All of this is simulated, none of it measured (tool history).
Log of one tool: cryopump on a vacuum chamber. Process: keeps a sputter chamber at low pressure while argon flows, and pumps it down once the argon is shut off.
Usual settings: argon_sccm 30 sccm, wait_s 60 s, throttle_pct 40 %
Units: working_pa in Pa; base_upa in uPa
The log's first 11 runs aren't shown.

{"run": 12, "hour": 463.2, "argon_sccm": 30, "wait_s": 60, "throttle_pct": 26, "working_pa": 0.1309, "base_upa": 2.66}
{"run": 13, "hour": 491.5, "argon_sccm": 30, "wait_s": 60, "throttle_pct": 40, "working_pa": 0.0893, "base_upa": 2.65}
{"run": 14, "hour": 524.5, "argon_sccm": 30, "wait_s": 60, "throttle_pct": 40, "working_pa": 0.0895, "base_upa": 2.82}
{"run": 15, "hour": 562.5, "argon_sccm": 30, "wait_s": 60, "throttle_pct": 40, "working_pa": 0.0907, "base_upa": 2.73}
{"run": 16, "hour": 599.6, "argon_sccm": 23, "wait_s": 60, "throttle_pct": 40, "working_pa": 0.0705, "base_upa": 2.93}
{"run": 17, "hour": 643.6, "argon_sccm": 30, "wait_s": 60, "throttle_pct": 40, "working_pa": 0.0927, "base_upa": 3.0}
{"hour": 681.2, "done": "pump warmed up, emptied and cooled again"}
{"run": 18, "hour": 694.0, "argon_sccm": 30, "wait_s": 60, "throttle_pct": 40, "working_pa": 0.0821, "base_upa": 2.49}
{"run": 19, "hour": 737.4, "argon_sccm": 30, "wait_s": 116, "throttle_pct": 40, "working_pa": 0.0816, "base_upa": 1.98}
{"run": 20, "hour": 796.0, "argon_sccm": 30, "wait_s": 116, "throttle_pct": 40, "working_pa": 0.0836, "base_upa": 2.05}
{"run": 21, "hour": 847.3, "argon_sccm": 48, "wait_s": 151, "throttle_pct": 40, "working_pa": 0.1354, "base_upa": 1.95}
{"run": 22, "hour": 901.3, "argon_sccm": 24, "wait_s": 21, "throttle_pct": 42, "working_pa": 0.065, "base_upa": 5.31}
{"run": 23, "hour": 954.7, "argon_sccm": 17, "wait_s": 29, "throttle_pct": 55, "working_pa": 0.0364, "base_upa": 4.31}
{"run": 24, "hour": 989.0, "argon_sccm": 39, "wait_s": 60, "throttle_pct": 40, "working_pa": 0.1131, "base_upa": 3.02}
{"run": 25, "hour": 1041.3, "argon_sccm": 59, "wait_s": 26, "throttle_pct": 41, "working_pa": 0.1678, "base_upa": 4.84}
{"run": 26, "hour": 1097.0, "argon_sccm": 20, "wait_s": 39, "throttle_pct": 38, "working_pa": 0.0628, "base_upa": 3.84}
{"run": 27, "hour": 1142.7, "argon_sccm": 16, "wait_s": 21, "throttle_pct": 27, "working_pa": 0.0696, "base_upa": 5.55}
{"run": 28, "hour": 1201.4, "argon_sccm": 16, "wait_s": 25, "throttle_pct": 27, "working_pa": 0.0696, "base_upa": 5.12}
{"run": 29, "hour": 1234.4, "argon_sccm": 49, "wait_s": 60, "throttle_pct": 20, "working_pa": 0.2814, "base_upa": 3.37}
{"run": 30, "hour": 1288.7, "argon_sccm": 42, "wait_s": 67, "throttle_pct": 46, "working_pa": 0.1161, "base_upa": 3.33}
{"hour": 1302.4, "done": "pump warmed up, emptied and cooled again"}
{"run": 31, "hour": 1322.5, "argon_sccm": 16, "wait_s": 67, "throttle_pct": 15, "working_pa": 0.1148, "base_upa": 2.84}
{"run": 32, "hour": 1382.3, "argon_sccm": 16, "wait_s": 67, "throttle_pct": 15, "working_pa": 0.1152, "base_upa": 2.95}
{"run": 33, "hour": 1423.6, "argon_sccm": 16, "wait_s": 67, "throttle_pct": 15, "working_pa": 0.1159, "base_upa": 2.91}

Forecast each of these 5 alternatives for the next run:
{"run": "A", "hour": 1450.8, "argon_sccm": 47, "wait_s": 31, "throttle_pct": 29, "working_pa": "?", "base_upa": "?"}
{"run": "B", "hour": 1450.8, "argon_sccm": 22, "wait_s": 48, "throttle_pct": 21, "working_pa": "?", "base_upa": "?"}
{"run": "C", "hour": 1450.8, "argon_sccm": 16, "wait_s": 191, "throttle_pct": 56, "working_pa": "?", "base_upa": "?"}
{"run": "D", "hour": 1450.8, "argon_sccm": 16, "wait_s": 111, "throttle_pct": 24, "working_pa": "?", "base_upa": "?"}
{"run": "E", "hour": 1450.8, "argon_sccm": 30, "wait_s": 60, "throttle_pct": 50, "working_pa": "?", "base_upa": "?"}

run=A working_pa=0.1784 base_upa=4.35
run=B working_pa=0.1155 base_upa=3.43
run=C working_pa=0.0331 base_upa=2.20
run=D working_pa=0.0732 base_upa=2.52
run=E working_pa=0.0683 base_upa=3.12
Without the tool's hidden state the same runs would have given:
run=A working_pa=0.1736 base_upa=2.75
run=B working_pa=0.1132 base_upa=1.85
run=C working_pa=0.0314 base_upa=0.60
run=D working_pa=0.0715 base_upa=0.91
run=E working_pa=0.0652 base_upa=1.52
